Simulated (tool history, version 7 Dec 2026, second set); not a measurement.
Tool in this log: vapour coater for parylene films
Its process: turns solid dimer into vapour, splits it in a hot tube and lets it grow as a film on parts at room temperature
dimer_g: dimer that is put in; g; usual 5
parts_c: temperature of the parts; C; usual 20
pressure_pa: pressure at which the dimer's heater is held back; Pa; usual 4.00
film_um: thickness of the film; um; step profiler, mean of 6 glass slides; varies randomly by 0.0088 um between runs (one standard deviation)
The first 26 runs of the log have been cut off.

Run 27, hour 687.8: usual settings but parts_c 15 C, pressure_pa 6.32 Pa. Result: film_um 0.858 um.
Run 28, hour 720.1: usual settings but parts_c 15 C, pressure_pa 6.32 Pa. Result: film_um 0.873 um.
At hour 728.2: trap's valve overhauled.
Run 29, hour 752.4: usual settings but dimer_g 4 g, parts_c 23 C, pressure_pa 2.04 Pa. Result: film_um 0.769 um.
Run 30, hour 782.8: usual settings but dimer_g 3 g, parts_c 16 C, pressure_pa 2.57 Pa. Result: film_um 0.668 um.
Run 31, hour 800.0: usual settings but dimer_g 3 g, parts_c 17 C, pressure_pa 3.37 Pa. Result: film_um 0.612 um.
Run 32, hour 827.8: usual settings but dimer_g 3 g, parts_c 17 C, pressure_pa 3.37 Pa. Result: film_um 0.597 um.
Run 33, hour 849.0: usual settings but dimer_g 3 g, parts_c 17 C, pressure_pa 3.37 Pa. Result: film_um 0.601 um.
Run 34, hour 880.0: usual settings but dimer_g 6 g, parts_c 27 C, pressure_pa 10.58 Pa. Result: film_um 0.775 um.
Run 35, hour 916.7: usual settings but parts_c 28 C. Result: film_um 0.742 um.
Run 36, hour 937.1: usual settings but dimer_g 2 g, parts_c 16 C, pressure_pa 5.39 Pa. Result: film_um 0.388 um.
Run 37, hour 956.2: usual settings but dimer_g 6 g, parts_c 16 C, pressure_pa 5.39 Pa. Result: film_um 1.108 um.
Run 38, hour 993.0: usual settings but dimer_g 6 g, parts_c 16 C, pressure_pa 5.39 Pa. Result: film_um 1.090 um.
Run 39, hour 1012.2: usual settings but dimer_g 8 g, parts_c 29 C. Result: film_um 1.121 um.
Run 40, hour 1049.8: usual settings but pressure_pa 8.13 Pa. Result: film_um 0.762 um.
Run 41, hour 1065.7: usual settings but pressure_pa 8.13 Pa. Result: film_um 0.771 um.

Run 42 comes next. What will it give?
Run 42, hour 1081.7: usual settings but dimer_g 6 g, parts_c 12 C. Result: film_um ?.

{"run 42": {"film_um": 1.23}}
Were there no unlogged condition in the tool, this run, its random variation unchanged, would have produced film_um 1.331 um.

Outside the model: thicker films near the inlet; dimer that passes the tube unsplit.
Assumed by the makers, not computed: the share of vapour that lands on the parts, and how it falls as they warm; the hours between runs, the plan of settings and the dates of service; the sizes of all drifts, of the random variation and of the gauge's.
